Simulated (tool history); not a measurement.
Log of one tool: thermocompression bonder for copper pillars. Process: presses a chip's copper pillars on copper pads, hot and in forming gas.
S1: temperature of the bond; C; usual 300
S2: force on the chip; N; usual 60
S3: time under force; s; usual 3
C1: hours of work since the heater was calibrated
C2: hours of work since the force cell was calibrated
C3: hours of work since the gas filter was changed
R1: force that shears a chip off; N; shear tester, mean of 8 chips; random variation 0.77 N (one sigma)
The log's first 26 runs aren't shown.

run    hour   S1  S2  S3    C1   C2   C3    R1
     1032.8  -- forming gas filter changed
 27  1045.8  300  50   4   986   37    7  69.2
     1068.1  -- force cell calibrated, once more
 28  1085.4  300  50   4  1008   10   29  64.1
 29  1109.1  327  50   2  1021   23   43  63.1
 30  1164.3  311  46   3  1053   55   74  58.1
 31  1221.5  311  46   3  1085   87  107  57.9
 32  1260.7  317  46   2  1108  110  129  50.5
 33  1291.6  317  46   2  1125  127  147  51.0
     1338.8  -- forming gas filter changed
 34  1349.9  292  60   2  1158  160    6  55.4
 35  1383.3  290  53   3  1177  179   25  57.4
 36  1415.7  290  53   8  1196  198   44  78.4
 37  1448.6  290  53   8  1214  216   63  79.1
 38  1481.6  291  53   9  1233  235   81  80.9
 39  1507.7  286  53   5  1248  250   96  62.9

3 ways to go on from here, each from the tool as it stands after run 39. What would each give?
  A  1542.9  275  60   3  1268  270  116   ?
  B  1542.9  300  46   3  1268  270  116   ?
  C  1542.9  289  60   6  1268  270  116   ?

run    R1
  A  52.2
  B  52.0
  C  74.8
Without the tool's hidden state the same runs would have given:
run    R1
  A  56.7
  B  56.1
  C  80.6
